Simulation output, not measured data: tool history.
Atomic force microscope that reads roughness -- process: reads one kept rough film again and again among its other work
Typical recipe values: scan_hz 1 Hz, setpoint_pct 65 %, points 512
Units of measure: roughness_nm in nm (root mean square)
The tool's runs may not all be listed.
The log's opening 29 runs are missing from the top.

| run | day | scan_hz | setpoint_pct | points | roughness_nm |
|---|---|---|---|---|---|
| 30 | 15.917 | 2.01 | 75 | 547 | 4.445 |
|  | 16.046 | new tip fitted |
| 31 | 16.704 | 3.26 | 59 | 443 | 4.823 |
| 32 | 17.2 | 3.26 | 85 | 570 | 4.363 |
| 33 | 17.888 | 3.26 | 85 | 570 | 4.258 |
| 34 | 18.633 | 1.35 | 85 | 570 | 4.468 |
|  | 19.246 | new tip fitted |
| 35 | 19.304 | 1.35 | 85 | 570 | 4.781 |
| 36 | 19.746 | 2.27 | 75 | 406 | 4.71 |
| 37 | 20.158 | 1 | 57 | 362 | 4.862 |
| 38 | 20.929 | 1 | 57 | 362 | 4.771 |
| 39 | 21.608 | 1 | 57 | 362 | 4.661 |
| 40 | 22.246 | 1 | 70 | 512 | 4.564 |
|  | 22.475 | new tip fitted |
| 41 | 22.829 | 1.45 | 72 | 428 | 4.856 |
| 42 | 23.288 | 1.68 | 65 | 512 | 4.781 |
| 43 | 23.704 | 0.7 | 84 | 440 | 4.708 |
| 44 | 24.117 | 0.7 | 84 | 440 | 4.695 |
| 45 | 24.571 | 0.7 | 84 | 440 | 4.616 |
| 46 | 25.033 | 0.71 | 89 | 924 | 4.54 |
| 47 | 25.475 | 0.71 | 89 | 924 | 4.479 |
|  | 25.642 | new tip fitted |
| 48 | 26.2 | 0.71 | 89 | 924 | 4.794 |
| 49 | 26.829 | 1 | 61 | 512 | 4.8 |
| 50 | 27.15 | 0.72 | 75 | 512 | 4.727 |
| 51 | 27.633 | 2.4 | 82 | 512 | 4.401 |
| 52 | 28.329 | 2.4 | 82 | 512 | 4.302 |

Here are 3 independent what-if runs from the current tool condition. What would each one return?
| A | 28.671 | 1 | 62 | 286 | ? |
| B | 28.671 | 2.4 | 58 | 568 | ? |
| C | 28.671 | 2.4 | 87 | 342 | ? |

| run | roughness_nm |
|---|---|
| A | 4.52 |
| B | 4.518 |
| C | 4.183 |
Without the tool's unlogged condition, the same runs would have read:
| run | roughness_nm |
|---|---|
| A | 4.992 |
| B | 4.988 |
| C | 4.619 |
